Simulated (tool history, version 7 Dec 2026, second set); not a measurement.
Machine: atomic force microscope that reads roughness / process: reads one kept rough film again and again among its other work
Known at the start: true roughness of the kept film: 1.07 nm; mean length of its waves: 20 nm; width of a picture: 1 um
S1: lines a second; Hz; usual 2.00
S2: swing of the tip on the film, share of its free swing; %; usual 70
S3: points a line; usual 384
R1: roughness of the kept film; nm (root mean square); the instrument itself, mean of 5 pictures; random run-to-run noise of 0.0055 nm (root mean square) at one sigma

Run 1, hour 0.0: usual settings. Result: R1 0.898 nm (root mean square).
Run 2, hour 50.9: usual settings. Result: R1 0.809 nm (root mean square).
At hour 106.6: new tip fitted.
Run 3, hour 106.6: usual settings but S3 423. Result: R1 0.928 nm (root mean square).
Run 4, hour 142.6: usual settings but S1 1.42 Hz. Result: R1 0.847 nm (root mean square).
Run 5, hour 190.9: usual settings but S1 1.42 Hz. Result: R1 0.778 nm (root mean square).
At hour 223.6: new tip fitted.
Run 6, hour 248.3: usual settings but S3 353. Result: R1 0.862 nm (root mean square).
Run 7, hour 277.0: usual settings but S1 2.55 Hz, S2 67 %, S3 256. Result: R1 0.805 nm (root mean square).
Run 8, hour 324.0: usual settings but S1 2.55 Hz, S2 67 %, S3 256. Result: R1 0.732 nm (root mean square).
At hour 341.4: new tip fitted.
Run 9, hour 378.5: usual settings but S1 2.55 Hz, S2 67 %, S3 256. Result: R1 0.819 nm (root mean square).
Run 10, hour 425.6: usual settings but S1 0.97 Hz, S2 63 %, S3 645. Result: R1 0.812 nm (root mean square).
Run 11, hour 450.4: usual settings but S1 2.02 Hz, S2 75 %, S3 841. Result: R1 0.724 nm (root mean square).
At hour 456.4: new tip fitted.
Run 12, hour 491.0: usual settings but S1 2.02 Hz, S2 76 %, S3 841. Result: R1 0.856 nm (root mean square).

3 ways to go on from here, each from the tool as it stands after run 12. What would each give?
Run A, hour 523.2: usual settings but S1 2.30 Hz, S2 56 %, S3 314. Result: R1 ?.
Run B, hour 523.2: usual settings but S1 2.02 Hz, S2 76 %, S3 468. Result: R1 ?.
Run C, hour 523.2: usual settings but S1 2.02 Hz, S2 62 %, S3 736. Result: R1 ?.

run     R1
  A  0.803
  B  0.781
  C  0.818
With no hidden state in the tool, these same runs would have given:
run     R1
  A  0.947
  B  0.921
  C  0.964

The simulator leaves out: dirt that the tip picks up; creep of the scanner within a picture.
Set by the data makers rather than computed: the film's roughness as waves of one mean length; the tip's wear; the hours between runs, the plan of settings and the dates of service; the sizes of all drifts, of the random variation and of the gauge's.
